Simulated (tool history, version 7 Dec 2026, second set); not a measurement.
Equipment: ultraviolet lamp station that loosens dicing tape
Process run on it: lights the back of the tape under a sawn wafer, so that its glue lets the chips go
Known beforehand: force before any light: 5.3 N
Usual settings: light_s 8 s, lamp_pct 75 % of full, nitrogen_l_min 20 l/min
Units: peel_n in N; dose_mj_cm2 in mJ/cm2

run     day  light_s  lamp_pct  nitrogen_l_min  peel_n  dose_mj_cm2
  1   0.000        8        75              20   0.598          459
  2   1.021        8        75              20   0.595          450
  3   1.488        8        75              18   0.625          454
  4   2.367       10        75              20   0.439          555
  5   3.312        8        75              20   0.621          438
  6   3.854        8        75              20   0.641          437
  7   4.512        8        75              20   0.641          433
  8   5.033        8        75              20   0.655          432
  9   5.712        8        75              20   0.648          425
 10   6.725        8        73              20   0.704          408
 11   7.462        8        73              20   0.699          409
 12   8.400        7        75              20   0.892          356
 13   8.829        7        81              30   0.625          387
 14   9.638       15        99               8   0.284          999
 15  10.554       10        62              11   0.995          418
 16  11.029        8        75              20   0.749          400
     11.121  -- window cleaned of glue's vapour
 17  11.600       11        67              20   0.379          582
 18  12.604        5        75              27   0.991          296
 19  13.262       12        75              27   0.282          703
 20  13.721       12        75              27   0.281          696
 21  14.617       12        75              27   0.263          691
 22  15.517       10        72              20   0.421          540

Predict each of these 3 candidate next runs independently; none follows another, all start after run 22:
  A  15.971        8        75              17       ?            ?
  B  15.971        7        73              20       ?            ?
  C  15.971       13        61              27       ?            ?

run  peel_n  dose_mj_cm2
  A   0.630          450
  B   0.761          389
  C   0.328          597
With the hidden condition removed and each run's random variation left untouched, the same runs would have given:
run  peel_n  dose_mj_cm2
  A   0.445          552
  B   0.541          478
  C   0.259          732
